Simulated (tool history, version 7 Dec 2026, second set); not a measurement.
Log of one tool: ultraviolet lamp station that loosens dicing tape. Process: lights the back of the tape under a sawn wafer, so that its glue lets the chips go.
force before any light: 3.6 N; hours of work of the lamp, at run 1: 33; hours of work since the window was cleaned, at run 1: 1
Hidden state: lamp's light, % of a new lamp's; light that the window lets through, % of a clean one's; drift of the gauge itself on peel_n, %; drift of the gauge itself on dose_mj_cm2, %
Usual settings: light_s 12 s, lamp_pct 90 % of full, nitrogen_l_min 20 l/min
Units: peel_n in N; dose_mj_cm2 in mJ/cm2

| run | hour | light_s | lamp_pct | nitrogen_l_min | hours of work of the lamp | hours of work since the window was cleaned | peel_n | dose_mj_cm2 |
|---|---|---|---|---|---|---|---|---|
| 1 | 0.0 | 12 | 90 | 20 | 33 | 1 | 0.405 | 410 |
| 2 | 7.7 | 12 | 90 | 20 | 39 | 7 | 0.419 | 411 |
| 3 | 18.9 | 12 | 90 | 20 | 47 | 16 | 0.395 | 406 |
| 4 | 25.0 | 12 | 90 | 20 | 52 | 20 | 0.418 | 406 |
| 5 | 33.0 | 12 | 90 | 20 | 58 | 26 | 0.416 | 407 |
| 6 | 45.0 | 12 | 90 | 20 | 67 | 35 | 0.405 | 410 |
| 7 | 54.9 | 12 | 90 | 20 | 75 | 43 | 0.423 | 411 |
| 8 | 61.4 | 12 | 90 | 7 | 79 | 48 | 0.620 | 412 |
| 9 | 69.5 | 12 | 90 | 7 | 86 | 54 | 0.635 | 406 |
| 10 | 76.6 | 12 | 90 | 7 | 91 | 59 | 0.617 | 408 |
| 11 | 84.7 | 12 | 90 | 7 | 97 | 66 | 0.615 | 411 |
| 12 | 96.5 | 12 | 90 | 7 | 106 | 75 | 0.656 | 409 |
| 13 | 102.2 | 12 | 73 | 20 | 110 | 79 | 0.571 | 336 |
| 14 | 114.3 | 12 | 73 | 20 | 120 | 88 | 0.570 | 327 |
| 15 | 122.6 | 10 | 66 | 40 | 126 | 94 | 0.715 | 250 |
| 16 | 133.0 | 11 | 61 | 11 | 134 | 102 | 1.020 | 252 |
| 17 | 144.1 | 11 | 61 | 11 | 142 | 111 | 1.046 | 258 |
| 18 | 153.2 | 11 | 61 | 11 | 149 | 118 | 1.010 | 257 |
| 19 | 161.2 | 8 | 74 | 13 | 155 | 124 | 1.129 | 223 |
| 20 | 171.7 | 8 | 74 | 13 | 163 | 132 | 1.095 | 224 |
| 21 | 179.4 | 21 | 93 | 10 | 169 | 137 | 0.229 | 737 |
| 22 | 189.9 | 12 | 74 | 20 | 177 | 145 | 0.572 | 336 |
| 23 | 195.8 | 12 | 74 | 20 | 182 | 150 | 0.568 | 334 |
| 24 | 202.7 | 19 | 85 | 38 | 187 | 155 | 0.207 | 613 |
| 25 | 207.7 | 19 | 85 | 38 | 191 | 159 | 0.211 | 605 |
| 26 | 217.2 | 18 | 85 | 17 | 198 | 166 | 0.262 | 579 |
| 27 | 227.5 | 12 | 90 | 40 | 206 | 174 | 0.346 | 411 |

4 ways to go on from here, each from the tool as it stands after run 27. What would each give?
| A | 239.1 | 12 | 88 | 20 | 214 | 183 | ? | ? |
| B | 239.1 | 12 | 90 | 13 | 214 | 183 | ? | ? |
| C | 239.1 | 14 | 76 | 40 | 214 | 183 | ? | ? |
| D | 239.1 | 12 | 93 | 40 | 214 | 183 | ? | ? |

| run | peel_n | dose_mj_cm2 |
|---|---|---|
| A | 0.428 | 396 |
| B | 0.492 | 410 |
| C | 0.338 | 405 |
| D | 0.317 | 422 |
Without the tool's hidden state the same runs would have given:
| run | peel_n | dose_mj_cm2 |
|---|---|---|
| A | 0.428 | 396 |
| B | 0.491 | 410 |
| C | 0.338 | 406 |
| D | 0.317 | 422 |
